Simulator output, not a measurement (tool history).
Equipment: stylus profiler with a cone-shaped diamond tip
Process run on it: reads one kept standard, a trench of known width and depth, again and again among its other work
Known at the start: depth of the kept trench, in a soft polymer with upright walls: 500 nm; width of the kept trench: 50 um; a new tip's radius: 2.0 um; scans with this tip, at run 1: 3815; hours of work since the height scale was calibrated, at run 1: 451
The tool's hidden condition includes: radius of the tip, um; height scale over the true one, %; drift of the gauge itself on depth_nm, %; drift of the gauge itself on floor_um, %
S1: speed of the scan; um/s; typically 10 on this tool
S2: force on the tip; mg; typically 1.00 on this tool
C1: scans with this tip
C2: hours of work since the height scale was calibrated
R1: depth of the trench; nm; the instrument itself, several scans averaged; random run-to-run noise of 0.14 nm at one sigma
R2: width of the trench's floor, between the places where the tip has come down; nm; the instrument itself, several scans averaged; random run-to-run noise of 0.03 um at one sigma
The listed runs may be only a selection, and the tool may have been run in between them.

| run | day | S1 | S2 | C1 | C2 | R1 | R2 |
|---|---|---|---|---|---|---|---|
| 1 | 0.000 | 10 | 1.00 | 3815 | 451 | 504.49 | 47090 |
| 2 | 0.529 | 10 | 1.00 | 3884 | 459 | 504.32 | 47050 |
| 3 | 0.867 | 10 | 1.00 | 3927 | 464 | 504.13 | 47100 |
| 4 | 1.292 | 10 | 2.08 | 3982 | 471 | 507.25 | 47020 |
| 5 | 1.654 | 10 | 2.08 | 4029 | 476 | 507.09 | 47040 |
| 6 | 2.250 | 10 | 2.08 | 4106 | 486 | 507.18 | 47080 |
| 7 | 2.962 | 10 | 2.24 | 4198 | 496 | 507.30 | 47060 |
| 8 | 3.288 | 10 | 1.00 | 4240 | 501 | 504.49 | 47080 |
| 9 | 4.000 | 10 | 1.00 | 4332 | 512 | 504.55 | 47010 |
| 10 | 4.338 | 5 | 1.00 | 4376 | 517 | 504.55 | 47040 |
| 11 | 4.962 | 6 | 1.00 | 4456 | 527 | 504.57 | 47080 |
| 12 | 5.538 | 6 | 1.00 | 4531 | 536 | 504.52 | 47010 |
| 13 | 6.138 | 6 | 1.00 | 4608 | 545 | 504.63 | 47050 |
| 14 | 6.458 | 10 | 0.86 | 4650 | 550 | 504.31 | 47060 |
| 15 | 6.858 | 22 | 1.00 | 4701 | 556 | 504.60 | 46990 |
| 16 | 7.429 | 10 | 1.00 | 4775 | 565 | 504.77 | 47000 |
| 17 | 8.125 | 10 | 1.00 | 4865 | 575 | 504.62 | 47010 |
| 18 | 8.554 | 10 | 1.00 | 4921 | 582 | 504.49 | 46980 |
| 19 | 9.225 | 19 | 1.00 | 5007 | 592 | 504.62 | 46970 |
| 20 | 9.538 | 19 | 1.00 | 5047 | 597 | 504.42 | 46950 |
| 21 | 10.200 | 19 | 1.00 | 5133 | 607 | 504.43 | 46950 |
| 22 | 10.583 | 10 | 1.00 | 5183 | 613 | 504.55 | 46960 |
| 23 | 11.158 | 10 | 1.00 | 5257 | 622 | 504.84 | 46980 |
| 24 | 11.821 | 10 | 1.00 | 5342 | 632 | 504.47 | 46980 |
| 25 | 12.146 | 10 | 1.00 | 5385 | 637 | 504.84 | 46980 |
| 26 | 12.588 | 2 | 0.73 | 5442 | 643 | 503.96 | 46930 |
| 27 | 12.888 | 12 | 0.95 | 5480 | 648 | 504.55 | 46910 |
| 28 | 13.575 | 5 | 1.00 | 5569 | 659 | 504.61 | 47000 |
| 29 | 14.133 | 26 | 2.38 | 5641 | 667 | 507.81 | 46920 |
| 30 | 14.475 | 26 | 2.38 | 5685 | 672 | 507.90 | 46870 |
| 31 | 15.133 | 3 | 1.02 | 5770 | 682 | 504.69 | 46970 |
| 32 | 15.754 | 15 | 0.34 | 5851 | 692 | 502.68 | 46860 |
| 33 | 16.450 | 15 | 0.34 | 5941 | 703 | 502.82 | 46860 |
| 34 | 16.825 | 2 | 1.48 | 5989 | 708 | 506.18 | 46930 |
| 35 | 17.367 | 28 | 1.19 | 6059 | 716 | 505.24 | 46820 |
| 36 | 17.700 | 28 | 1.19 | 6102 | 722 | 505.12 | 46880 |
| 37 | 18.338 | 28 | 1.19 | 6184 | 731 | 505.05 | 46880 |
| 38 | 18.838 | 6 | 0.92 | 6249 | 739 | 504.16 | 46880 |
| 39 | 19.454 | 8 | 0.50 | 6329 | 748 | 503.04 | 46830 |
| 40 | 19.821 | 34 | 0.63 | 6376 | 754 | 503.69 | 46740 |
| 41 | 20.192 | 25 | 0.96 | 6424 | 760 | 504.62 | 46860 |
| 42 | 20.733 | 10 | 2.24 | 6494 | 768 | 507.45 | 46900 |
| 43 | 21.392 | 9 | 0.46 | 6579 | 778 | 503.02 | 46840 |
| 44 | 21.971 | 2 | 1.69 | 6654 | 787 | 506.33 | 46880 |
| 45 | 22.554 | 2 | 1.69 | 6729 | 796 | 506.36 | 46840 |
| 46 | 22.929 | 8 | 2.94 | 6778 | 801 | 509.16 | 46930 |
| 47 | 23.379 | 2 | 0.48 | 6836 | 808 | 503.25 | 46860 |

Alternative continuations, all from the tool just after run 47; predict every row:
| A | 23.746 | 37 | 0.41 | 6883 | 814 | ? | ? |
| B | 23.746 | 24 | 0.62 | 6883 | 814 | ? | ? |
| C | 23.746 | 11 | 2.68 | 6883 | 814 | ? | ? |
| D | 23.746 | 4 | 0.73 | 6883 | 814 | ? | ? |

| run | R1 | R2 |
|---|---|---|
| A | 502.82 | 46590 |
| B | 503.42 | 46770 |
| C | 508.38 | 46850 |
| D | 503.88 | 46840 |
Take away the tool's hidden state, keep each run's random variation, and the runs would have read:
| run | R1 | R2 |
|---|---|---|
| A | 502.11 | 47070 |
| B | 502.71 | 47250 |
| C | 507.66 | 47320 |
| D | 503.17 | 47310 |

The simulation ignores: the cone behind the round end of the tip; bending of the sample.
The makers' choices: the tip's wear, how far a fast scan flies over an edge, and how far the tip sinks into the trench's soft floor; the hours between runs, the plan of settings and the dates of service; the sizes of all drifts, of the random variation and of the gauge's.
